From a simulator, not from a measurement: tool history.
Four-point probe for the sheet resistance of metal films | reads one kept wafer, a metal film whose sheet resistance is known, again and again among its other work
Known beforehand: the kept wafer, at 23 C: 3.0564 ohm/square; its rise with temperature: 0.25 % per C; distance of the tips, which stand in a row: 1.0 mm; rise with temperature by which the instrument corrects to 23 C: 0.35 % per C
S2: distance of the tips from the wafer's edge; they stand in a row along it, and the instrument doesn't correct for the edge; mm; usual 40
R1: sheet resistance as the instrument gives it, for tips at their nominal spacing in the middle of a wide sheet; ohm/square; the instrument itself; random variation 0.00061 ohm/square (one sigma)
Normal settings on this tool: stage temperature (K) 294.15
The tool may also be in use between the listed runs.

run 1 hour=0.0 | stage_temperature_(K)=294.15 S2=40 | R1=3.068916
run 2 hour=19.3 | stage_temperature_(K)=294.15 S2=40 | R1=3.069255
run 3 hour=38.6 | stage_temperature_(K)=294.15 S2=40 | R1=3.068773
run 4 hour=78.4 | stage_temperature_(K)=294.15 S2=40 | R1=3.067843
run 5 hour=97.8 | stage_temperature_(K)=300.15 S2=40 | R1=3.050791
run 6 hour=116.4 | stage_temperature_(K)=294.15 S2=40 | R1=3.069735
run 7 hour=158.5 | stage_temperature_(K)=294.15 S2=38 | R1=3.070314
run 8 hour=186.3 | stage_temperature_(K)=294.15 S2=29 | R1=3.069594
run 9 hour=211.3 | stage_temperature_(K)=294.15 S2=3 | R1=3.241459
run 10 hour=251.1 | stage_temperature_(K)=295.15 S2=3 | R1=3.239962
run 11 hour=283.8 | stage_temperature_(K)=303.15 S2=39 | R1=3.043568
run 12 hour=318.5 | stage_temperature_(K)=293.15 S2=12 | R1=3.084717
run 13 hour=343.3 | stage_temperature_(K)=294.15 S2=54 | R1=3.071666
run 14 hour=381.1 | stage_temperature_(K)=302.15 S2=40 | R1=3.047451

A few steps of R1 between consecutive runs. Split each: what settings, incoming material and random variation would produce without the hidden state, and what is left over for the hidden state, along with gauge scatter present in only one of the two compared results (measured, and without hidden state):
Unlogged tool condition in this case: inner tips' distance over the nominal, %; tips' flats over new ones', %; wafer's true temperature over the reading, C; drift of the gauge itself on sheet_ohm, %.
Run 8 -> 9: S2 29 -> 3. R1 +0.171865 ohm/square: hidden state +0.000614, all else +0.171251.
Run 10 -> 11: stage temperature (K) 295.15 -> 303.15, S2 3 -> 39. R1 -0.196394 ohm/square: hidden state -0.000039, all else -0.196355.
